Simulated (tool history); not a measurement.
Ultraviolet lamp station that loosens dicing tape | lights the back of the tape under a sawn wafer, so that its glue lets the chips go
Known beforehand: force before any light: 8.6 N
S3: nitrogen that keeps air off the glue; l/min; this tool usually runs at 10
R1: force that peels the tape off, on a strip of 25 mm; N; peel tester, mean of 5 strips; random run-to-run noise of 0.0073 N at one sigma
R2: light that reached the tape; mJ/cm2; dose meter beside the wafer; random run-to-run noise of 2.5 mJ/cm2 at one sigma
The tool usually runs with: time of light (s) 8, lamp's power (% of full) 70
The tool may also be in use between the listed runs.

Run 1, hour 0.0: usual settings. Result: R1 0.451 N, R2 243 mJ/cm2.
Run 2, hour 57.9: usual settings. Result: R1 0.487 N, R2 237 mJ/cm2.
Run 3, hour 125.8: usual settings. Result: R1 0.538 N, R2 230 mJ/cm2.
Run 4, hour 157.3: usual settings. Result: R1 0.554 N, R2 225 mJ/cm2.
Run 5, hour 195.9: usual settings. Result: R1 0.576 N, R2 223 mJ/cm2.
Run 6, hour 232.1: usual settings. Result: R1 0.619 N, R2 218 mJ/cm2.
Run 7, hour 274.6: usual settings but lamp's power (% of full) 91. Result: R1 0.342 N, R2 276 mJ/cm2.
Run 8, hour 313.5: usual settings but lamp's power (% of full) 91. Result: R1 0.349 N, R2 272 mJ/cm2.
At hour 323.5: window cleaned of glue's vapour.
Run 9, hour 387.9: usual settings but lamp's power (% of full) 91. Result: R1 0.283 N, R2 292 mJ/cm2.
Run 10, hour 457.4: usual settings but lamp's power (% of full) 88. Result: R1 0.353 N, R2 275 mJ/cm2.
Run 11, hour 528.1: usual settings but lamp's power (% of full) 88. Result: R1 0.378 N, R2 271 mJ/cm2.
Run 12, hour 599.7: usual settings but lamp's power (% of full) 94. Result: R1 0.335 N, R2 274 mJ/cm2.
Run 13, hour 665.1: usual settings but lamp's power (% of full) 94. Result: R1 0.393 N, R2 268 mJ/cm2.
Run 14, hour 705.6: usual settings but S3 8 l/min. Result: R1 0.904 N, R2 195 mJ/cm2.
Run 15, hour 777.1: usual settings but time of light (s) 5, S3 8 l/min. Result: R1 2.140 N, R2 116 mJ/cm2.
At hour 786.4: window cleaned of glue's vapour.
Run 16, hour 827.3: usual settings but time of light (s) 5, S3 8 l/min. Result: R1 1.923 N, R2 125 mJ/cm2.
Run 17, hour 865.5: usual settings but time of light (s) 5, S3 8 l/min. Result: R1 1.962 N, R2 123 mJ/cm2.
Run 18, hour 940.1: usual settings but time of light (s) 5, S3 8 l/min. Result: R1 2.043 N, R2 118 mJ/cm2.
Run 19, hour 982.1: usual settings but time of light (s) 14, S3 16 l/min. Result: R1 0.190 N, R2 325 mJ/cm2.
Run 20, hour 1035.4: usual settings but time of light (s) 14, S3 16 l/min. Result: R1 0.196 N, R2 321 mJ/cm2.
Run 21, hour 1094.3: usual settings but time of light (s) 10, lamp's power (% of full) 80, S3 16 l/min. Result: R1 0.325 N, R2 251 mJ/cm2.
Run 22, hour 1126.7: usual settings but time of light (s) 10, lamp's power (% of full) 80, S3 16 l/min. Result: R1 0.340 N, R2 247 mJ/cm2.
Run 23, hour 1188.6: usual settings but time of light (s) 10, lamp's power (% of full) 80, S3 3 l/min. Result: R1 1.173 N, R2 240 mJ/cm2.
Run 24, hour 1235.2: usual settings but time of light (s) 16, lamp's power (% of full) 88. Result: R1 0.165 N, R2 410 mJ/cm2.
At hour 1253.6: window cleaned of glue's vapour.
Run 25, hour 1286.6: usual settings but time of light (s) 16, lamp's power (% of full) 88. Result: R1 0.132 N, R2 436 mJ/cm2.
At hour 1293.0: lamp changed.
Run 26, hour 1330.6: usual settings but time of light (s) 9, lamp's power (% of full) 89, S3 8 l/min. Result: R1 0.167 N, R2 435 mJ/cm2.
Run 27, hour 1372.0: usual settings but time of light (s) 9, lamp's power (% of full) 89, S3 8 l/min. Result: R1 0.178 N, R2 419 mJ/cm2.
Run 28, hour 1430.9: usual settings but lamp's power (% of full) 61, S3 6 l/min. Result: R1 0.643 N, R2 251 mJ/cm2.
Run 29, hour 1462.5: usual settings but lamp's power (% of full) 61, S3 16 l/min. Result: R1 0.322 N, R2 247 mJ/cm2.
Run 30, hour 1493.9: usual settings but lamp's power (% of full) 61, S3 16 l/min. Result: R1 0.343 N, R2 242 mJ/cm2.
Run 31, hour 1537.1: usual settings but time of light (s) 7. Result: R1 0.496 N, R2 238 mJ/cm2.
Run 32, hour 1602.8: usual settings but time of light (s) 15, lamp's power (% of full) 67. Result: R1 0.138 N, R2 477 mJ/cm2.
Run 33, hour 1645.4: usual settings but time of light (s) 15, lamp's power (% of full) 89. Result: R1 0.116 N, R2 618 mJ/cm2.
Run 34, hour 1687.7: usual settings but lamp's power (% of full) 65, S3 4 l/min. Result: R1 0.954 N, R2 240 mJ/cm2.

Difference, measured minus no-hidden-state, one row per run. Run-to-run variation is common to both terms; the gauge's own scatter need not be:
What the log doesn't record here: lamp's light, % of a new lamp's; light that the window lets through, % of a clean one's; drift of the gauge itself on peel_n, %; drift of the gauge itself on dose_mj_cm2, %.
run      R1    R2
  1  +0.200   -68
  2  +0.233   -75
  3  +0.273   -82
  4  +0.298   -84
  5  +0.316   -88
  6  +0.348   -92
  7  +0.176  -125
  8  +0.188  -130
  9  +0.133  -109
 10  +0.179  -114
 11  +0.209  -123
 12  +0.189  -141
 13  +0.225  -150
 14  +0.595  -117
 15  +1.234   -77
 16  +1.018   -67
 17  +1.061   -70
 18  +1.153   -75
 19  +0.063  -217
 20  +0.072  -225
 21  +0.191  -192
 22  +0.209  -197
 23  +0.878  -205
 24  +0.040  -371
 25  +0.026  -342
 26  +0.008   -16
 27  +0.013   -23
 28  +0.106   -21
 29  +0.065   -24
 30  +0.077   -27
 31  +0.125   -32
 32  +0.010   -78
 33  +0.002  -116
 34  +0.320   -50
